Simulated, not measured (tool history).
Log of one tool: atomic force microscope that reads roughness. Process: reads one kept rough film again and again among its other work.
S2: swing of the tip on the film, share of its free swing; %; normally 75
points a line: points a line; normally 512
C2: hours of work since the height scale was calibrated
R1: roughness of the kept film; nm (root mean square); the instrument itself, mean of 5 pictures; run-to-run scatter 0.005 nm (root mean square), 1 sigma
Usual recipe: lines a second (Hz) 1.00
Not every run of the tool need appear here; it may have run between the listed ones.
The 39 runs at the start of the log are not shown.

Run 40, day 24.562: usual settings but lines a second (Hz) 3.73, S2 72 %; pictures with this tip 52; C2 921. Result: R1 2.299 nm (root mean square).
Run 41, day 25.392: usual settings but lines a second (Hz) 3.73, S2 72 %; pictures with this tip 80; C2 936. Result: R1 2.288 nm (root mean square).
Run 42, day 25.996: usual settings but lines a second (Hz) 1.70, S2 77 %; pictures with this tip 100; C2 947. Result: R1 2.459 nm (root mean square).
Run 43, day 26.375: usual settings but lines a second (Hz) 1.65, S2 67 %; pictures with this tip 113; C2 954. Result: R1 2.575 nm (root mean square).
At day 27.212: new tip fitted.
Run 44, day 27.242: usual settings but lines a second (Hz) 1.65, S2 67 %; pictures with this tip 1; C2 970. Result: R1 2.624 nm (root mean square).
Run 45, day 27.871: usual settings but lines a second (Hz) 1.65, S2 67 %; pictures with this tip 23; C2 981. Result: R1 2.606 nm (root mean square).
Run 46, day 28.483: usual settings but lines a second (Hz) 2.17, S2 56 %, points a line 926; pictures with this tip 44; C2 992. Result: R1 2.669 nm (root mean square).
Run 47, day 29.308: usual settings but lines a second (Hz) 2.36, S2 73 %, points a line 263; pictures with this tip 72; C2 1007. Result: R1 2.436 nm (root mean square).
Run 48, day 29.700: usual settings but lines a second (Hz) 0.76, S2 88 %; pictures with this tip 85; C2 1014. Result: R1 2.534 nm (root mean square).
Run 49, day 30.329: usual settings but lines a second (Hz) 0.76, S2 88 %; pictures with this tip 107; C2 1025. Result: R1 2.530 nm (root mean square).
Run 50, day 30.979: usual settings but lines a second (Hz) 1.68, S2 70 %, points a line 839; pictures with this tip 129; C2 1037. Result: R1 2.544 nm (root mean square).
At day 31.400: new tip fitted.
Run 51, day 31.400: usual settings but lines a second (Hz) 1.68, S2 70 %, points a line 839; pictures with this tip 1; C2 1045. Result: R1 2.602 nm (root mean square).
Run 52, day 31.812: usual settings but lines a second (Hz) 0.69, S2 76 %, points a line 695; pictures with this tip 15; C2 1052. Result: R1 2.681 nm (root mean square).

Branching from run 52: 4 alternative next runs. What would each branch give?
Run A, day 32.512: usual settings but S2 68 %; pictures with this tip 38; C2 1065. Result: R1 ?.
Run B, day 32.512: usual settings but lines a second (Hz) 0.51, S2 72 %, points a line 739; pictures with this tip 38; C2 1065. Result: R1 ?.
Run C, day 32.512: usual settings but lines a second (Hz) 0.56, points a line 563; pictures with this tip 38; C2 1065. Result: R1 ?.
Run D, day 32.512: usual settings but lines a second (Hz) 1.31, S2 62 %, points a line 432; pictures with this tip 38; C2 1065. Result: R1 ?.

run     R1
  A  2.680
  B  2.728
  C  2.698
  D  2.690
Without the tool's unlogged condition, the same runs would have read:
run     R1
  A  2.677
  B  2.725
  C  2.695
  D  2.687

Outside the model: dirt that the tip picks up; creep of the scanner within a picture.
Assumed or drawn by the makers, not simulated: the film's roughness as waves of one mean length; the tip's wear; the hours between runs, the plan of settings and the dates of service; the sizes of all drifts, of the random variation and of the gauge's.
